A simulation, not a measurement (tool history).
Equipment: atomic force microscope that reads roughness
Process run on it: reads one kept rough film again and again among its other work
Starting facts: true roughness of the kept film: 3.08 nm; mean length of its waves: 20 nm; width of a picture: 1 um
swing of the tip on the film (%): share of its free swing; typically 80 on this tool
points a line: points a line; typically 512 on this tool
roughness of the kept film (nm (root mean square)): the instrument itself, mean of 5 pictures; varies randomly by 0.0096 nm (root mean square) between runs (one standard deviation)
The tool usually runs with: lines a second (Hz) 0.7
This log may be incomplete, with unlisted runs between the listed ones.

run   hour  lines a second (Hz)  swing of the tip on the film (%)  points a line  roughness of the kept film (nm (root mean square))
  1      0                  0.7                                80            512                                               1.185
  2   31.6                  0.7                                80            512                                               2.055
  3   72.3                  0.7                                80            512                                               1.788
  4    101                  0.7                                80            512                                               1.611
  5  138.7                  0.7                                80            512                                               1.444
  6  157.1                  0.7                                80            512                                               1.384
  7  191.9                  0.7                                80            512                                               1.281
  8  222.5                  0.7                                90            512                                               1.151
  9  253.8                  0.7                                90            512                                               1.939
 10  293.3                  0.7                                80            512                                               1.756
 11  324.1                  0.7                                80            512                                               1.617
 12  340.6                  0.7                                84            512                                                1.51
 13  358.5                  0.7                                80            425                                               1.455
 14  395.2                  0.7                                80            425                                               1.328
 15  426.4                  0.7                                80            425                                               1.229
 16  445.9                  0.7                                80            679                                               1.187
 17  476.7                  0.7                                80            679                                               2.052
 18  503.9                  0.7                                80            679                                               1.849
 19    526                0.584                                57            993                                                1.83
 20  562.2                0.509                                63            302                                               1.569
 21  596.1                0.509                                63            302                                               1.429
 22  625.2                0.509                                63            302                                               1.353
 23  644.2                0.509                                63            302                                               1.296
 24  668.4                1.066                                80            512                                               1.134
 25    694                1.218                                80            624                                               1.945
 26  721.9                 0.73                                80            954                                               1.839
 27  756.2                1.894                                74            752                                               1.562

Taken out of this log: 4 entries between the listed runs. Where each belongs, and how the hidden state differs across it:
In the gap between runs 1 and 2: new tip fitted (hour 19.2)
  radius of the tip, nm: 45.4 -> 13.1; height scale over the true one, %: 0.66 -> 0.68
  measured less the result without the state, roughness of the kept film (nm (root mean square)): -0.967 -> -0.132
In the gap between runs 8 and 9: new tip fitted (hour 239.5)
  radius of the tip, nm: 46.1 -> 13.9; height scale over the true one, %: 0.8 -> 0.82
  measured less the result without the state, roughness of the kept film (nm (root mean square)): -0.947 -> -0.157
In the gap between runs 16 and 17: new tip fitted (hour 458.9)
  radius of the tip, nm: 47.1 -> 13.3; height scale over the true one, %: 0.95 -> 0.97
  measured less the result without the state, roughness of the kept film (nm (root mean square)): -1.005 -> -0.138
In the gap between runs 24 and 25: new tip fitted (hour 681.2)
  radius of the tip, nm: 47 -> 13.3; height scale over the true one, %: 1.11 -> 1.12
  measured less the result without the state, roughness of the kept film (nm (root mean square)): -0.957 -> -0.127

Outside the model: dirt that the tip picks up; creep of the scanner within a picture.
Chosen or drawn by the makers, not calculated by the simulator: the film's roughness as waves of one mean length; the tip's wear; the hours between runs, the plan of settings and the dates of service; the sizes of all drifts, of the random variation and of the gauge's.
